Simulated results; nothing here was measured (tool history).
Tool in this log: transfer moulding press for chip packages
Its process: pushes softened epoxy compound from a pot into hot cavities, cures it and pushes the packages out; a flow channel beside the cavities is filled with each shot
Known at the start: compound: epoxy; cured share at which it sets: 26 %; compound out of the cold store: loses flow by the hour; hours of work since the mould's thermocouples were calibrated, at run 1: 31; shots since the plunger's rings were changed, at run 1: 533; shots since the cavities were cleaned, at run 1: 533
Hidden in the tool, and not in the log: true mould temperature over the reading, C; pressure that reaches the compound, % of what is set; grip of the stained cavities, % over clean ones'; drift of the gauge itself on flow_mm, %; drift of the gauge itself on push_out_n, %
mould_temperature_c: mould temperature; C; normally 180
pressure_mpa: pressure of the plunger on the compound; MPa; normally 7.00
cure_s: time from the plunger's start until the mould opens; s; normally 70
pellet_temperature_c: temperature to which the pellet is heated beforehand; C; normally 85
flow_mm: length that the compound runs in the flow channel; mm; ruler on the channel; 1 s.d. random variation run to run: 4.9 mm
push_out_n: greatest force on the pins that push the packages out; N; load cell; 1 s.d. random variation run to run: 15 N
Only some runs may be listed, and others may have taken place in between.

run	day	mould_temperature_c	pressure_mpa	cure_s	pellet_temperature_c	hours of work since the mould's thermocouples were calibrated	shots since the plunger's rings were changed	shots since the cavities were cleaned	incoming compound's hours out of the cold store	flow_mm	push_out_n
1	0.000	180	7.00	70	85	31	533	533	40.4	619	1149
2	0.758	180	7.00	66	85	43	784	784	22.3	697	1506
# day 1.671: cavities cleaned with cleaning compound and waxed
3	1.688	180	7.00	63	85	56	1072	5	26.5	680	1977
4	2.883	180	7.00	70	85	75	1469	402	32.6	651	1496
5	4.208	176	7.00	70	85	95	1910	843	25.8	691	2054
# day 4.862: cavities cleaned with cleaning compound and waxed, once more
6	5.050	180	7.00	70	85	108	2168	62	36.2	630	785
7	5.933	180	7.00	70	85	121	2461	355	24.7	671	1107
8	7.262	180	7.00	70	85	142	2903	797	31.8	645	1330
# day 8.133: cavities cleaned with cleaning compound and waxed
9	8.383	180	7.28	70	85	158	3254	83	38.6	625	757
10	9.808	180	7.28	70	85	180	3727	556	24.3	696	1213
11	11.033	180	7.28	70	85	199	4134	963	47.7	583	1276
# day 11.417: cavities cleaned with cleaning compound and waxed
12	12.542	180	7.00	70	85	222	4614	373	24.4	665	1093
13	13.442	180	7.00	70	85	236	4913	672	30.8	632	1221
14	14.225	180	7.00	99	85	248	5174	933	31.7	636	833
# day 14.667: cavities cleaned with cleaning compound and waxed
15	15.212	180	7.00	99	85	262	5480	181	34.2	625	602
16	15.942	180	7.00	99	85	273	5722	423	8.1	747	733
17	16.825	180	7.00	99	85	287	6015	716	47.7	566	797
# day 17.946: cavities cleaned with cleaning compound and waxed
18	18.288	180	7.00	99	85	309	6480	113	47.6	566	539
# day 18.667: plunger's sealing rings changed
19	19.354	180	7.00	99	85	324	228	433	9.2	776	715
20	20.221	180	7.00	70	87	337	516	721	38.6	627	1213
# day 21.338: cavities cleaned with cleaning compound and waxed
21	21.400	180	7.00	70	87	355	886	20	32.0	662	768
22	22.538	180	7.00	50	79	372	1264	398	42.9	602	2411
23	23.350	179	5.95	92	85	385	1534	668	13.6	684	876
24	24.183	179	5.95	92	85	398	1811	945	43.1	559	925
# day 24.654: cavities cleaned with cleaning compound and waxed
25	25.608	178	8.39	69	85	419	2263	317	43.4	660	1210
26	26.546	178	8.39	69	85	433	2575	629	38.3	690	1469
# day 27.925: cavities cleaned with cleaning compound and waxed
27	27.925	180	7.33	59	86	454	3012	0	41.7	621	1070
28	28.671	178	5.26	59	86	465	3259	247	47.1	509	1642
29	29.550	178	5.26	59	86	479	3552	540	10.4	649	2313

Each row is a separate what-if for the run after 29, all from the same tool condition, not one after another. Results?
A	30.796	178	7.19	81	86	498	3965	953	42.8	?	?
B	30.796	183	5.26	59	78	498	3965	953	11.2	?	?
C	30.796	180	7.29	70	85	498	3965	953	27.1	?	?

run	flow_mm	push_out_n
A	606	1120
B	631	1908
C	671	1387
With no hidden state in the tool, these same runs would have given:
run	flow_mm	push_out_n
A	623	560
B	649	927
C	691	672
